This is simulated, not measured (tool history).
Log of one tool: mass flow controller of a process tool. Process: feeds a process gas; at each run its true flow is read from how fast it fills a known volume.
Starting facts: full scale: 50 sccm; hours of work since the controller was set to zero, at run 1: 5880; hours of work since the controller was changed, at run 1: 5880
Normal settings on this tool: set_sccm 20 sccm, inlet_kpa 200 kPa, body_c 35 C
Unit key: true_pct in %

run     hour  set_sccm  inlet_kpa  body_c  hours of work since the controller was set to zero  hours of work since the controller was changed  true_pct
  1        0        20        200      35                                                5880                                            5880      97.2
  2    331.5        20        200      35                                                6058                                            6058     97.09
  3    747.1        20        200      35                                                6281                                            6281     97.22
  4   1174.1         7        200      35                                                6510                                            6510      94.2
  5   1388.8        20        143      35                                                6625                                            6625     97.65
  6   1638.5        20        200      35                                                6760                                            6760     97.05
  7   1878.9        20        200      35                                                6889                                            6889     97.24
  8   2067.9        20        200      35                                                6990                                            6990      97.1
  9   2338.9        28        200      35                                                7136                                            7136     98.12
 10   2686.5        28        200      35                                                7322                                            7322     97.98
 11   3113.5        20        200      35                                                7552                                            7552     97.12
 12   3381.8        20        200      35                                                7696                                            7696      97.2
 13   3609.5        20        200      35                                                7818                                            7818     97.19
 14   4027.8        20        200      35                                                8043                                            8043      97.1
 15   4221.3        20        200      35                                                8147                                            8147     97.08
      4259.6  -- controller's zero set anew
 16   4540.1        20        200      35                                                 151                                            8318     96.41
 17     4881        20        200      35                                                 334                                            8501      96.4
 18   5193.4        20        200      35                                                 502                                            8669     96.47
 19   5515.8        15        143      21                                                 675                                            8842     96.63
 20   5824.3        20        200      38                                                 840                                            9007     96.22
 21   6055.8        50        277      32                                                 965                                            9132     99.33
      6128.2  -- controller's zero set anew, once more
 22   6428.5         8        277      32                                                 161                                            9332     97.49
 23   6845.9         8        263      32                                                 385                                            9556     97.55
 24   7246.1        10        194      37                                                 600                                            9771     97.88
 25   7500.1        20        228      35                                                 737                                            9907     98.57
 26   7870.7        20        228      35                                                 936                                           10106     98.67
 27   8229.9        45        240      37                                                1129                                           10299     99.92
 28   8538.1        39        200      29                                                1294                                           10465    100.33
 29   8881.7        15        263      35                                                1479                                           10649     97.78
 30   9135.6        15        263      35                                                1615                                           10785     97.82
 31   9514.1         9        263      22                                                1818                                           10989     97.93
 32   9891.9        10        160      22                                                2021                                           11192     98.84
 33  10251.9        20        148      34                                                2215                                           11385     99.11
 34  10652.4        20        148      34                                                2430                                           11600     99.09
 35  10981.3        42        180      39                                                2606                                           11777     100.2
 36  11319.7        42        180      39                                                2788                                           11959     100.2

What if the next run were any one of these 3? Each begins from the tool's condition after run 36:
  A  11549.4         9        200      20                                                2912                                           12082         ?
  B  11549.4        42        216      39                                                2912                                           12082         ?
  C  11549.4        24        180      39                                                2912                                           12082         ?

run  true_pct
  A     98.37
  B     99.95
  C     98.84
Without the tool's unlogged condition, the same runs would have read:
run  true_pct
  A     97.92
  B     98.59
  C     97.67

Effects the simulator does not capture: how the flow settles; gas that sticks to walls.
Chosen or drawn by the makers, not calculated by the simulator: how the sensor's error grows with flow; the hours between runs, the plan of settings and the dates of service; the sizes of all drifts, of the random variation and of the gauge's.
